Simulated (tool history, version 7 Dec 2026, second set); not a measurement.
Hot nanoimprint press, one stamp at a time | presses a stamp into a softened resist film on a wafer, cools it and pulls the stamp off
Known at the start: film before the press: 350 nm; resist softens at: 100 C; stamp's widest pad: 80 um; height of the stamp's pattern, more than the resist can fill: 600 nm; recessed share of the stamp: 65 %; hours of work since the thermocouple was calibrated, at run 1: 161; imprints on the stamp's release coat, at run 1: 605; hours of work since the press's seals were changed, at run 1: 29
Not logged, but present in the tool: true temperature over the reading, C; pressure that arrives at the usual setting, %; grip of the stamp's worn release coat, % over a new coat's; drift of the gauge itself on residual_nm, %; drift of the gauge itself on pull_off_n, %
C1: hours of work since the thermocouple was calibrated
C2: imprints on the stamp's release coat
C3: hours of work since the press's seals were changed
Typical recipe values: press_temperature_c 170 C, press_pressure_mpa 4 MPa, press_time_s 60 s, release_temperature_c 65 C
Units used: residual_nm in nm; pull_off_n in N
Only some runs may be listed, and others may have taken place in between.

Run 1, day 0: usual settings; C1 161; C2 605; C3 29. Result: residual_nm 138.2 nm, pull_off_n 149 N.
Run 2, day 0.212: usual settings but press_temperature_c 169 C; C1 164; C2 613; C3 31. Result: residual_nm 143.6 nm, pull_off_n 152 N.
Run 3, day 0.638: usual settings but press_temperature_c 169 C; C1 169; C2 628; C3 36. Result: residual_nm 144.5 nm, pull_off_n 143 N.
Run 4, day 1.017: usual settings but press_temperature_c 169 C; C1 173; C2 641; C3 40. Result: residual_nm 144.4 nm, pull_off_n 152 N.
Run 5, day 1.458: usual settings but press_temperature_c 169 C; C1 178; C2 657; C3 46. Result: residual_nm 144.7 nm, pull_off_n 146 N.
Run 6, day 1.867: usual settings but press_temperature_c 169 C; C1 183; C2 671; C3 50. Result: residual_nm 144.4 nm, pull_off_n 151 N.
Run 7, day 2.362: usual settings but press_temperature_c 169 C; C1 189; C2 689; C3 56. Result: residual_nm 145.8 nm, pull_off_n 145 N.
Run 8, day 2.65: usual settings but press_temperature_c 169 C, press_pressure_mpa 6.19 MPa; C1 192; C2 699; C3 60. Result: residual_nm 117.4 nm, pull_off_n 147 N.
Run 9, day 2.958: usual settings but press_pressure_mpa 5.97 MPa; C1 196; C2 710; C3 63. Result: residual_nm 113.8 nm, pull_off_n 156 N.
Run 10, day 3.421: usual settings but press_pressure_mpa 5.97 MPa; C1 201; C2 727; C3 69. Result: residual_nm 114.7 nm, pull_off_n 150 N.
Run 11, day 3.688: usual settings but release_temperature_c 73 C; C1 205; C2 736; C3 72. Result: residual_nm 139.2 nm, pull_off_n 127 N.
Run 12, day 4.133: usual settings but release_temperature_c 73 C; C1 210; C2 752; C3 77. Result: residual_nm 140 nm, pull_off_n 127 N.
Run 13, day 4.529: usual settings but release_temperature_c 73 C; C1 214; C2 766; C3 82. Result: residual_nm 141.2 nm, pull_off_n 128 N.
Run 14, day 4.779: usual settings but release_temperature_c 73 C; C1 217; C2 775; C3 85. Result: residual_nm 139.7 nm, pull_off_n 127 N.
Run 15, day 5.229: usual settings but release_temperature_c 73 C; C1 223; C2 791; C3 90. Result: residual_nm 141.5 nm, pull_off_n 130 N.
Run 16, day 5.55: usual settings but release_temperature_c 73 C; C1 226; C2 802; C3 94. Result: residual_nm 140.9 nm, pull_off_n 131 N.
Run 17, day 5.996: usual settings but press_temperature_c 173 C, press_pressure_mpa 4.5 MPa, press_time_s 49 s, release_temperature_c 53 C; C1 232; C2 818; C3 99. Result: residual_nm 128.3 nm, pull_off_n 190 N.
Run 18, day 6.383: usual settings but press_time_s 85 s, release_temperature_c 52 C; C1 236; C2 832; C3 104. Result: residual_nm 121.7 nm, pull_off_n 191 N.
Run 19, day 6.862: usual settings but press_temperature_c 166 C, press_time_s 73 s, release_temperature_c 52 C; C1 242; C2 849; C3 109. Result: residual_nm 154 nm, pull_off_n 195 N.
Run 20, day 7.075: usual settings but press_temperature_c 178 C, press_pressure_mpa 2.76 MPa, press_time_s 82 s, release_temperature_c 60 C; C1 244; C2 856; C3 112. Result: residual_nm 110.3 nm, pull_off_n 168 N.
Run 21, day 7.512: usual settings but press_pressure_mpa 3.04 MPa, press_time_s 96 s, release_temperature_c 57 C; C1 249; C2 872; C3 117. Result: residual_nm 134.3 nm, pull_off_n 176 N.
Run 22, day 7.912: usual settings but press_pressure_mpa 3.99 MPa, press_time_s 89 s, release_temperature_c 50 C; C1 254; C2 886; C3 122. Result: residual_nm 119.6 nm, pull_off_n 197 N.
Run 23, day 8.229: usual settings but press_temperature_c 179 C; C1 258; C2 897; C3 125. Result: residual_nm 99.4 nm, pull_off_n 153 N.
At day 8.788: plate thermocouple calibrated.
Run 24, day 8.817: usual settings but press_temperature_c 179 C; C1 0; C2 914; C3 131. Result: residual_nm 98 nm, pull_off_n 157 N.
Run 25, day 9.129: usual settings but press_time_s 81 s, release_temperature_c 60 C; C1 4; C2 925; C3 134. Result: residual_nm 122 nm, pull_off_n 166 N.
Run 26, day 9.4: usual settings but press_pressure_mpa 3.04 MPa, release_temperature_c 69 C; C1 7; C2 934; C3 138. Result: residual_nm 157.2 nm, pull_off_n 143 N.
Run 27, day 9.854: usual settings but press_pressure_mpa 3.04 MPa, release_temperature_c 69 C; C1 13; C2 951; C3 143. Result: residual_nm 157.8 nm, pull_off_n 142 N.
Run 28, day 10.104: usual settings but press_pressure_mpa 3.69 MPa, press_time_s 50 s, release_temperature_c 69 C; C1 15; C2 959; C3 146. Result: residual_nm 154.3 nm, pull_off_n 138 N.
Run 29, day 10.388: usual settings but press_pressure_mpa 4.86 MPa, press_time_s 66 s; C1 19; C2 970; C3 149. Result: residual_nm 119.9 nm, pull_off_n 148 N.
Run 30, day 10.833: usual settings but press_pressure_mpa 4.86 MPa, press_time_s 66 s; C1 24; C2 985; C3 154. Result: residual_nm 121.8 nm, pull_off_n 153 N.
Run 31, day 11.196: usual settings but press_temperature_c 173 C, release_temperature_c 67 C; C1 28; C2 998; C3 159. Result: residual_nm 122.7 nm, pull_off_n 145 N.

What if the next run were any one of these 3? Each begins from the tool's condition after run 31:
Run A, day 11.667: usual settings but press_temperature_c 182 C, press_pressure_mpa 3.58 MPa, press_time_s 94 s; C1 34; C2 1015; C3 164. Result: residual_nm ?, pull_off_n ?.
Run B, day 11.667: usual settings but press_pressure_mpa 3.52 MPa; C1 34; C2 1015; C3 164. Result: residual_nm ?, pull_off_n ?.
Run C, day 11.667: usual settings but press_temperature_c 166 C, release_temperature_c 60 C; C1 34; C2 1015; C3 164. Result: residual_nm ?, pull_off_n ?.

run  residual_nm  pull_off_n
  A         76.4         157
  B        147.1         149
  C          163         167
What these runs would have given with no unlogged condition in the tool:
run  residual_nm  pull_off_n
  A         75.7         141
  B        145.7         134
  C        161.4         151
